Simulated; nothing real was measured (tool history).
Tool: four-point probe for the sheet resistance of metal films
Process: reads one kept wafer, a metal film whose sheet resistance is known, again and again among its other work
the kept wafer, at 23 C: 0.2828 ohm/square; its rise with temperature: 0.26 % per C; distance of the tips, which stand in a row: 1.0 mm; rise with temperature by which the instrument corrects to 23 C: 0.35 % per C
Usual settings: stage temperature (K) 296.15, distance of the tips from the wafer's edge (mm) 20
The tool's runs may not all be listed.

run	hour	stage temperature (K)	distance of the tips from the wafer's edge (mm)	sheet resistance as the instrument gives it (ohm/square)
1	0.0	296.15	20	0.280643
2	139.2	296.15	4	0.289378
3	210.8	296.15	20	0.280699
4	317.2	296.15	20	0.280576
5	385.1	296.15	20	0.280532
6	449.2	296.15	20	0.280531
7	590.4	304.15	20	0.278646
# hour 641.3: stage's thermometer calibrated
8	732.4	306.15	22	0.278275
9	812.5	297.15	20	0.280359
10	942.5	296.15	8	0.282479
11	1026.2	299.15	55	0.279459
12	1120.6	299.15	55	0.279335

Forecast each of these 4 alternatives for the next run:
A	1236.0	306.15	20	?
B	1236.0	299.15	26	?
C	1236.0	297.15	29	?
D	1236.0	296.15	37	?

run	sheet resistance as the instrument gives it (ohm/square)
A	0.278025
B	0.279573
C	0.279939
D	0.280190
Without the tool's hidden state the same runs would have given:
run	sheet resistance as the instrument gives it (ohm/square)
A	0.280779
B	0.282343
C	0.282713
D	0.282967

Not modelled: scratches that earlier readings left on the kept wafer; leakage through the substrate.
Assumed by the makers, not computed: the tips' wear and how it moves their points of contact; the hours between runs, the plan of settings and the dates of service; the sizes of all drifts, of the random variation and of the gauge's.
